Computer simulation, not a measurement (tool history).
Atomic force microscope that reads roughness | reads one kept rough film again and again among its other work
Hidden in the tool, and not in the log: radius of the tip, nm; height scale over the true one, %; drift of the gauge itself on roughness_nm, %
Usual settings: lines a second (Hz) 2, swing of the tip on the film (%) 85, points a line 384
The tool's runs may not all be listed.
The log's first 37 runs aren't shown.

| run | day | lines a second (Hz) | swing of the tip on the film (%) | points a line | pictures with this tip | hours of work since the height scale was calibrated | roughness of the kept film (nm (root mean square)) |
|---|---|---|---|---|---|---|---|
| 38 | 77.383 | 1.68 | 58 | 304 | 331 | 238 | 1.211 |
|  | 79.096 | new tip fitted |
| 39 | 80.221 | 1.4 | 84 | 384 | 22 | 273 | 1.114 |
| 40 | 81.729 | 1.4 | 84 | 384 | 52 | 291 | 1.109 |
| 41 | 83.175 | 1.4 | 84 | 384 | 81 | 309 | 1.109 |
| 42 | 85.492 | 2.27 | 83 | 404 | 127 | 337 | 1.016 |
| 43 | 86.817 | 2.27 | 83 | 404 | 153 | 353 | 1.013 |
| 44 | 88.996 | 2.27 | 83 | 404 | 196 | 380 | 1.009 |
| 45 | 90.454 | 2.1 | 76 | 384 | 225 | 398 | 1.087 |
| 46 | 93.004 | 1.67 | 60 | 384 | 275 | 429 | 1.216 |
| 47 | 94.7 | 1.71 | 58 | 384 | 309 | 450 | 1.204 |
| 48 | 95.983 | 1.71 | 58 | 384 | 334 | 465 | 1.202 |
|  | 97.629 | new tip fitted |
| 49 | 98.15 | 1.71 | 58 | 384 | 10 | 491 | 1.245 |
| 50 | 100.917 | 2.37 | 58 | 384 | 65 | 525 | 1.206 |

Forecast each of these 5 alternatives for the next run:
| A | 103.321 | 1.6 | 85 | 384 | 112 | 555 | ? |
| B | 103.321 | 3.85 | 89 | 547 | 112 | 555 | ? |
| C | 103.321 | 0.72 | 82 | 379 | 112 | 555 | ? |
| D | 103.321 | 2.14 | 89 | 800 | 112 | 555 | ? |
| E | 103.321 | 2 | 76 | 809 | 112 | 555 | ? |

| run | roughness of the kept film (nm (root mean square)) |
|---|---|
| A | 1.066 |
| B | 0.797 |
| C | 1.19 |
| D | 0.971 |
| E | 1.106 |
Without the tool's hidden state the same runs would have given:
| run | roughness of the kept film (nm (root mean square)) |
|---|---|
| A | 1.086 |
| B | 0.812 |
| C | 1.212 |
| D | 0.989 |
| E | 1.126 |
